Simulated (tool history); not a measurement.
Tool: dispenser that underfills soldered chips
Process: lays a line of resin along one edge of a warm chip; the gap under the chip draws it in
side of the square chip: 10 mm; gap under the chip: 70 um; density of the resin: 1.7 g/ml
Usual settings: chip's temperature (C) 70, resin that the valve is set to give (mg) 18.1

| run | day | chip's temperature (C) | resin that the valve is set to give (mg) | time until the resin shows at the far edge (s) | resin that the valve gave (mg) |
|---|---|---|---|---|---|
| 1 | 0.000 | 70 | 18.1 | 85.8 | 17.46 |
| 2 | 0.429 | 58 | 18.1 | 135.5 | 17.39 |
| 3 | 0.767 | 58 | 18.1 | 107.9 | 18.18 |
| 4 | 1.279 | 58 | 18.1 | 104.1 | 18.12 |
| 5 | 1.696 | 70 | 18.1 | 83.5 | 18.06 |
| 6 | 2.175 | 70 | 18.1 | 77.5 | 18.01 |
| 7 | 2.575 | 63 | 18.1 | 95.2 | 18.06 |
| 8 | 3.058 | 70 | 23.1 | 62.5 | 22.86 |
| 9 | 3.433 | 70 | 23.1 | 57.4 | 22.80 |
| 10 | 3.854 | 70 | 23.1 | 78.3 | 22.67 |
| 11 | 4.271 | 63 | 18.1 | 96.4 | 17.73 |
| 12 | 4.617 | 63 | 18.1 | 82.8 | 17.69 |
| 13 | 4.858 | 58 | 18.1 | 127.4 | 17.61 |
| 14 | 5.158 | 74 | 18.1 | 49.4 | 17.71 |
| 15 | 5.608 | 74 | 23.0 | 46.5 | 22.41 |
| 16 | 6.167 | 74 | 23.0 | 46.1 | 22.23 |
| 17 | 6.492 | 68 | 20.1 | 77.1 | 20.09 |
| 18 | 6.750 | 68 | 20.1 | 59.3 | 20.05 |
| 19 | 7.046 | 61 | 18.1 | 105.4 | 18.01 |
| 20 | 7.442 | 76 | 17.7 | 48.9 | 17.55 |
| 21 | 7.808 | 73 | 16.2 | 49.8 | 16.03 |
| 22 | 8.262 | 73 | 16.2 | 69.8 | 15.99 |
| 23 | 8.546 | 71 | 22.8 | 60.3 | 22.51 |
| 24 | 8.933 | 71 | 22.8 | 52.6 | 22.40 |

Taken out of this log: 19 entries between the listed runs. Where each belongs, and how the hidden state differs across it:
Between runs 1 and 2: new syringe of resin (day 0.042)
  resin's viscosity, % of fresh resin's: 149.9 -> 138.5; dose that the valve gives, % of what is set: 96.68 -> 96.42; true chip temperature over the reading, C: 1.17 -> 1.23
  measured less the result without the state, time until the resin shows at the far edge (s): +25.7 -> +32.2; resin that the valve gave (mg): -0.60 -> -0.65
Between runs 2 and 3: dispensing valve cleaned and set on the balance (day 0.517); new syringe of resin (day 0.638)
  resin's viscosity, % of fresh resin's: 138.5 -> 110.9; dose that the valve gives, % of what is set: 96.42 -> 100.34; true chip temperature over the reading, C: 1.23 -> 1.26
  measured less the result without the state, time until the resin shows at the far edge (s): +32.2 -> +4.5; resin that the valve gave (mg): -0.65 -> +0.06
Between runs 3 and 4: new syringe of resin (day 1.188)
  resin's viscosity, % of fresh resin's: 110.9 -> 108; dose that the valve gives, % of what is set: 100.34 -> 100.01; true chip temperature over the reading, C: 1.26 -> 1.33
  measured less the result without the state, time until the resin shows at the far edge (s): +4.5 -> +1.3; resin that the valve gave (mg): +0.06 -> +0.00
Between runs 5 and 6: new syringe of resin (day 1.754)
  resin's viscosity, % of fresh resin's: 151.1 -> 140.5; dose that the valve gives, % of what is set: 99.73 -> 99.4; true chip temperature over the reading, C: 1.39 -> 1.46
  measured less the result without the state, time until the resin shows at the far edge (s): +24.7 -> +18.6; resin that the valve gave (mg): -0.05 -> -0.11
Between runs 6 and 7: new syringe of resin (day 2.312)
  resin's viscosity, % of fresh resin's: 140.5 -> 123.7; dose that the valve gives, % of what is set: 99.4 -> 99.15; true chip temperature over the reading, C: 1.46 -> 1.51
  measured less the result without the state, time until the resin shows at the far edge (s): +18.6 -> +12.8; resin that the valve gave (mg): -0.11 -> -0.16
Between runs 7 and 8: new syringe of resin (day 2.854)
  resin's viscosity, % of fresh resin's: 123.7 -> 117.1; dose that the valve gives, % of what is set: 99.15 -> 98.85; true chip temperature over the reading, C: 1.51 -> 1.58
  measured less the result without the state, time until the resin shows at the far edge (s): +12.8 -> +5.3; resin that the valve gave (mg): -0.16 -> -0.27
Between runs 8 and 9: new syringe of resin (day 3.404)
  resin's viscosity, % of fresh resin's: 117.1 -> 104.7; dose that the valve gives, % of what is set: 98.85 -> 98.61; true chip temperature over the reading, C: 1.58 -> 1.63
  measured less the result without the state, time until the resin shows at the far edge (s): +5.3 -> -1.5; resin that the valve gave (mg): -0.27 -> -0.32
Between runs 10 and 11: new syringe of resin (day 3.942)
  resin's viscosity, % of fresh resin's: 146.5 -> 129.9; dose that the valve gives, % of what is set: 98.33 -> 98.08; true chip temperature over the reading, C: 1.69 -> 1.75
  measured less the result without the state, time until the resin shows at the far edge (s): +20.8 -> +16.1; resin that the valve gave (mg): -0.38 -> -0.35
Between runs 11 and 12: new syringe of resin (day 4.483)
  resin's viscosity, % of fresh resin's: 129.9 -> 111.8; dose that the valve gives, % of what is set: 98.08 -> 97.86; true chip temperature over the reading, C: 1.75 -> 1.79
  measured less the result without the state, time until the resin shows at the far edge (s): +16.1 -> +2.6; resin that the valve gave (mg): -0.35 -> -0.39
Between runs 13 and 14: new syringe of resin (day 5.038)
  resin's viscosity, % of fresh resin's: 135.8 -> 110.3; dose that the valve gives, % of what is set: 97.7 -> 97.51; true chip temperature over the reading, C: 1.83 -> 1.87
  measured less the result without the state, time until the resin shows at the far edge (s): +25.3 -> +0.9; resin that the valve gave (mg): -0.42 -> -0.45
Between runs 14 and 15: new syringe of resin (day 5.575)
  resin's viscosity, % of fresh resin's: 110.3 -> 103.4; dose that the valve gives, % of what is set: 97.51 -> 97.21; true chip temperature over the reading, C: 1.87 -> 1.93
  measured less the result without the state, time until the resin shows at the far edge (s): +0.9 -> -2.4; resin that the valve gave (mg): -0.45 -> -0.64
Between runs 15 and 16: new syringe of resin (day 6.108)
  resin's viscosity, % of fresh resin's: 103.4 -> 105.3; dose that the valve gives, % of what is set: 97.21 -> 96.82; true chip temperature over the reading, C: 1.93 -> 2.01
  measured less the result without the state, time until the resin shows at the far edge (s): -2.4 -> -1.6; resin that the valve gave (mg): -0.64 -> -0.73
Between runs 16 and 17: dispensing valve cleaned and set on the balance (day 6.417)
  resin's viscosity, % of fresh resin's: 105.3 -> 132.3; dose that the valve gives, % of what is set: 96.82 -> 99.94; true chip temperature over the reading, C: 2.01 -> 2.05
  measured less the result without the state, time until the resin shows at the far edge (s): -1.6 -> +13.2; resin that the valve gave (mg): -0.73 -> -0.01
Between runs 17 and 18: new syringe of resin (day 6.688)
  resin's viscosity, % of fresh resin's: 132.3 -> 103.9; dose that the valve gives, % of what is set: 99.94 -> 99.77; true chip temperature over the reading, C: 2.05 -> 2.09
  measured less the result without the state, time until the resin shows at the far edge (s): +13.2 -> -3.4; resin that the valve gave (mg): -0.01 -> -0.05
Between runs 19 and 20: new syringe of resin (day 7.238)
  resin's viscosity, % of fresh resin's: 131.5 -> 118.1; dose that the valve gives, % of what is set: 99.56 -> 99.3; true chip temperature over the reading, C: 2.13 -> 2.18
  measured less the result without the state, time until the resin shows at the far edge (s): +16.9 -> +3.5; resin that the valve gave (mg): -0.08 -> -0.12
Between runs 20 and 21: new syringe of resin (day 7.775)
  resin's viscosity, % of fresh resin's: 118.1 -> 102.8; dose that the valve gives, % of what is set: 99.3 -> 99.07; true chip temperature over the reading, C: 2.18 -> 2.23
  measured less the result without the state, time until the resin shows at the far edge (s): +3.5 -> -3.5; resin that the valve gave (mg): -0.12 -> -0.15
Between runs 22 and 23: new syringe of resin (day 8.317)
  resin's viscosity, % of fresh resin's: 147.6 -> 120.1; dose that the valve gives, % of what is set: 98.76 -> 98.59; true chip temperature over the reading, C: 2.29 -> 2.32
  measured less the result without the state, time until the resin shows at the far edge (s): +17.8 -> +4.6; resin that the valve gave (mg): -0.21 -> -0.32
Between runs 23 and 24: new syringe of resin (day 8.858)
  resin's viscosity, % of fresh resin's: 120.1 -> 105.8; dose that the valve gives, % of what is set: 98.59 -> 98.34; true chip temperature over the reading, C: 2.32 -> 2.37
  measured less the result without the state, time until the resin shows at the far edge (s): +4.6 -> -2.7; resin that the valve gave (mg): -0.32 -> -0.38
